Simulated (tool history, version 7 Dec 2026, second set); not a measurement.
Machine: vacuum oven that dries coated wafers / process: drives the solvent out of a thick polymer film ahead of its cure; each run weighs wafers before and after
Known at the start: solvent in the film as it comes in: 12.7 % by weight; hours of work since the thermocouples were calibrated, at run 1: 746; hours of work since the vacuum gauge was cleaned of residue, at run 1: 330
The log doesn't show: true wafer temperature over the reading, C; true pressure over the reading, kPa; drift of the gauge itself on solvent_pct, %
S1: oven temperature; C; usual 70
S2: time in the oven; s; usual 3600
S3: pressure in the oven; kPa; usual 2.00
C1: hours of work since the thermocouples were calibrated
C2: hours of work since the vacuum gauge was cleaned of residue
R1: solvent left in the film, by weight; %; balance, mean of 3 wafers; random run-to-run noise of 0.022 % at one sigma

run,hour,S1,S2,S3,C1,C2,R1
1,0.0,70,3600,2.00,746,330,1.59
2,20.8,70,3600,2.46,755,339,1.86
3,41.8,70,3600,2.00,763,348,1.61
4,62.0,59,3600,2.00,772,356,3.88
5,86.5,70,3600,4.29,782,367,2.90
6,104.0,70,3600,4.29,790,374,2.93
7,115.2,70,3600,4.29,795,379,2.93
8,129.7,70,3600,3.03,801,385,2.20
9,147.8,70,3600,3.90,808,393,2.67
10,167.0,70,3600,5.28,817,401,3.50
11,181.1,70,3600,5.28,823,407,3.53
12,193.6,70,3600,5.28,828,412,3.50
13,212.5,70,3600,5.28,836,420,3.48
14,237.6,70,3600,5.28,847,431,3.51
15,249.2,70,3600,5.28,851,436,3.52
16,262.3,70,3600,5.28,857,441,3.47
17,282.5,70,3600,7.91,866,450,5.01
18,305.3,73,3600,2.00,875,460,1.28
19,319.4,70,4680,2.00,881,466,1.41
20,338.6,70,4680,2.00,889,474,1.33
21,352.7,70,4680,2.00,895,480,1.38
22,376.4,56,4680,2.00,905,490,3.91
23,400.4,56,4680,2.00,916,500,3.89
24,421.8,56,2280,2.00,925,509,5.99
25,442.2,56,2280,2.00,933,518,5.99
26,465.3,78,6060,1.52,943,528,0.68
27,484.3,78,6060,1.52,951,536,0.71
28,503.6,55,3840,6.24,959,544,8.49
29,521.2,55,3840,6.24,967,551,8.53
30,534.4,55,3840,6.24,972,557,8.55
31,558.1,55,3840,6.24,983,567,8.50
32,575.2,76,4860,3.10,990,574,1.49
33,599.6,76,4860,4.84,1000,585,2.31
34,617.1,81,3600,3.22,1008,592,1.25
35,638.8,78,1860,2.00,1017,601,1.40
36,658.6,70,5280,1.92,1025,610,1.23
37,673.7,70,2280,3.00,1032,616,2.91
38,697.9,82,3000,2.00,1042,626,0.75
39,708.7,82,3000,2.00,1046,631,0.76

Results per run with the tool's hidden condition removed, run-to-run variation unchanged:
run,R1
1,1.66
2,1.95
3,1.69
4,4.08
5,3.02
6,3.05
7,3.06
8,2.30
9,2.79
10,3.65
11,3.68
12,3.65
13,3.64
14,3.67
15,3.68
16,3.63
17,5.23
18,1.34
19,1.46
20,1.38
21,1.43
22,4.15
23,4.13
24,6.26
25,6.26
26,0.67
27,0.70
28,8.86
29,8.91
30,8.93
31,8.89
32,1.53
33,2.39
34,1.29
35,1.54
36,1.27
37,3.16
38,0.76
39,0.78

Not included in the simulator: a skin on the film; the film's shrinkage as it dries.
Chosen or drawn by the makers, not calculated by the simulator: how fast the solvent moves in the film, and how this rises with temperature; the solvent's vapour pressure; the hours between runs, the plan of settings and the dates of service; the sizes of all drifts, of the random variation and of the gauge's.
